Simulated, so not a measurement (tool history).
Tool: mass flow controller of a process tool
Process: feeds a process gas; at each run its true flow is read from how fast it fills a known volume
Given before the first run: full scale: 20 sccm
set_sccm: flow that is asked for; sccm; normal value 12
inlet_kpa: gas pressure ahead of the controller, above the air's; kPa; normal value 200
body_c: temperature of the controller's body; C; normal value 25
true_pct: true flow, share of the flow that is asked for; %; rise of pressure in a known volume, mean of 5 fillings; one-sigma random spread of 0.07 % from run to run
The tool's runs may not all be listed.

| run | hour | set_sccm | inlet_kpa | body_c | true_pct |
|---|---|---|---|---|---|
| 1 | 0.0 | 12 | 200 | 25 | 98.88 |
| 2 | 170.7 | 10 | 200 | 25 | 98.81 |
| 3 | 319.9 | 10 | 200 | 25 | 98.77 |
| 4 | 503.1 | 10 | 200 | 25 | 98.78 |
| 5 | 715.1 | 4 | 200 | 25 | 98.39 |
| 6 | 857.6 | 12 | 200 | 34 | 98.93 |
| 7 | 999.4 | 12 | 200 | 34 | 98.80 |
| 8 | 1199.1 | 12 | 200 | 34 | 98.90 |
| 9 | 1374.4 | 12 | 200 | 34 | 98.90 |
| 10 | 1581.7 | 12 | 200 | 25 | 99.27 |
| 11 | 1774.2 | 12 | 200 | 29 | 99.29 |
| 12 | 1904.5 | 3 | 213 | 21 | 99.26 |
| 13 | 2100.4 | 17 | 212 | 36 | 99.76 |
| 14 | 2275.8 | 12 | 266 | 22 | 99.70 |
| 15 | 2438.8 | 12 | 266 | 22 | 99.79 |
| 16 | 2653.9 | 9 | 200 | 25 | 99.24 |
| 17 | 2839.4 | 9 | 146 | 22 | 99.16 |
| 18 | 2952.8 | 4 | 166 | 25 | 99.27 |
| 19 | 3114.8 | 4 | 166 | 25 | 99.28 |
| 20 | 3290.8 | 4 | 238 | 29 | 99.35 |
| 21 | 3470.9 | 6 | 226 | 28 | 99.21 |
| 22 | 3661.7 | 2 | 274 | 26 | 101.07 |

Branching from run 22: 5 alternative next runs. What would each branch give?
| A | 3832.0 | 13 | 160 | 26 | ? |
| B | 3832.0 | 19 | 200 | 25 | ? |
| C | 3832.0 | 4 | 279 | 20 | ? |
| D | 3832.0 | 12 | 162 | 28 | ? |
| E | 3832.0 | 11 | 223 | 25 | ? |

| run | true_pct |
|---|---|
| A | 99.72 |
| B | 100.46 |
| C | 100.17 |
| D | 99.53 |
| E | 99.61 |
With no hidden state in the tool, these same runs would have given:
| run | true_pct |
|---|---|
| A | 98.91 |
| B | 99.79 |
| C | 98.29 |
| D | 98.68 |
| E | 98.72 |
